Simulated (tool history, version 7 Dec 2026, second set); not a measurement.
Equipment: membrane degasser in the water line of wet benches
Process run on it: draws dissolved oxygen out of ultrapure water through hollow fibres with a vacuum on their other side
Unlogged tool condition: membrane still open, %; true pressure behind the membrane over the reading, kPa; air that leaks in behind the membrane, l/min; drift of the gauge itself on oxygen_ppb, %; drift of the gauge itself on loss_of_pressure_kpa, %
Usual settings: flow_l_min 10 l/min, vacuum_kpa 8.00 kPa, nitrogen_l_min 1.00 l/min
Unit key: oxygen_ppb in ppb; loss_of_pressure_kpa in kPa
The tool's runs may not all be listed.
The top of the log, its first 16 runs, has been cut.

run	hour	flow_l_min	vacuum_kpa	nitrogen_l_min	hours since the membrane was changed	hours since the vacuum gauge was calibrated	hours since the vacuum lines were made tight	oxygen_ppb	loss_of_pressure_kpa
17	658.2	10	8.00	1.18	2293	5779	5697	149.2	45.75
18	718.5	15	8.00	2.92	2353	5839	5757	152.0	68.31
19	748.3	7	18.92	1.00	2383	5869	5787	298.6	32.02
20	801.8	10	12.02	1.00	2437	5922	5840	259.4	45.28
21	841.6	10	12.02	1.00	2476	5962	5880	260.6	45.79
22	886.7	7	12.02	1.00	2522	6007	5925	180.3	31.95
23	929.3	7	12.02	1.00	2564	6050	5968	179.9	32.22
24	970.1	7	8.00	2.19	2605	6091	6008	64.3	31.99
25	998.7	6	18.83	2.19	2634	6119	6037	128.9	27.54
26	1036.1	11	8.89	0.97	2671	6157	6075	215.7	50.33
27	1078.6	11	8.89	0.97	2713	6199	6117	213.3	50.44
28	1114.1	12	12.79	1.04	2749	6235	6152	331.1	55.18
29	1151.7	12	12.79	1.04	2787	6272	6190	325.0	55.02
30	1185.1	16	12.79	0.51	2820	6306	6223	703.2	73.53
31	1238.5	16	12.79	0.51	2873	6359	6277	723.0	72.96
32	1291.7	9	12.79	2.60	2927	6412	6330	122.9	41.18

Predict the results of run 33:
33	1334.8	9	12.79	2.60	2970	6455	6373	?	?

{"run 33": {"oxygen_ppb": 122.0, "loss_of_pressure_kpa": 41.29}}
If the tool had no hidden condition, the same run with the same run-to-run variation would have returned oxygen_ppb 111.6 ppb, loss_of_pressure_kpa 40.46 kPa.

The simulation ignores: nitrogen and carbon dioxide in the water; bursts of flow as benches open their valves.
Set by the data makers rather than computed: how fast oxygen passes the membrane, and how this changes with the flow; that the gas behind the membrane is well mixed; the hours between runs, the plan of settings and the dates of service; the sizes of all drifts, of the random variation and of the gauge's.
